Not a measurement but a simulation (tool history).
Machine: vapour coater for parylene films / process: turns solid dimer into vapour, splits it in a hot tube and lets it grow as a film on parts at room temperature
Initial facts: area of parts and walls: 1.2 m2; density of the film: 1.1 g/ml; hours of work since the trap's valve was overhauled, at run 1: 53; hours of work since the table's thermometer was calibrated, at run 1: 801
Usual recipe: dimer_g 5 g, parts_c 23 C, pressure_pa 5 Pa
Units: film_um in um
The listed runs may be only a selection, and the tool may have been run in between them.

run,hour,dimer_g,parts_c,pressure_pa,hours of work since the trap's valve was overhauled,hours of work since the table's thermometer was calibrated,film_um
1,0,5,23,5,53,801,2.3
2,41.1,5,21,5,72,819,2.47
3,88,5,21,5,93,841,2.49
4,127.2,5,21,5,111,858,2.48
5,169.3,5,23,7.91,130,878,2.12
6,196.2,5,23,7.91,142,890,2.09
7,239.5,5,23,7.91,162,909,2.15
8,281.3,5,23,7.91,181,928,2.09
9,318.9,5,23,4.04,198,945,2.38
10,348.4,5,23,4.04,211,959,2.4
11,371.4,5,23,5,222,969,2.29
12,410.2,5,23,5,239,987,2.28
13,445.9,5,23,5,256,1003,2.3
14,492.3,5,23,5,277,1024,2.32
15,521.9,5,23,5,290,1038,2.28
# hour 561.4: table's thermometer calibrated
16,562,5,23,10.92,308,0,1.95
17,582.4,5,17,2.39,317,10,3.32
18,619.8,4,23,6.83,334,27,1.73

Run 19, settings as shown, results not yet in. Your forecast:
19,665.6,2,15,6.83,355,47,?

film_um: 1.18 um
Had the tool carried no hidden state, the very same run would have given film_um 1.19 um.

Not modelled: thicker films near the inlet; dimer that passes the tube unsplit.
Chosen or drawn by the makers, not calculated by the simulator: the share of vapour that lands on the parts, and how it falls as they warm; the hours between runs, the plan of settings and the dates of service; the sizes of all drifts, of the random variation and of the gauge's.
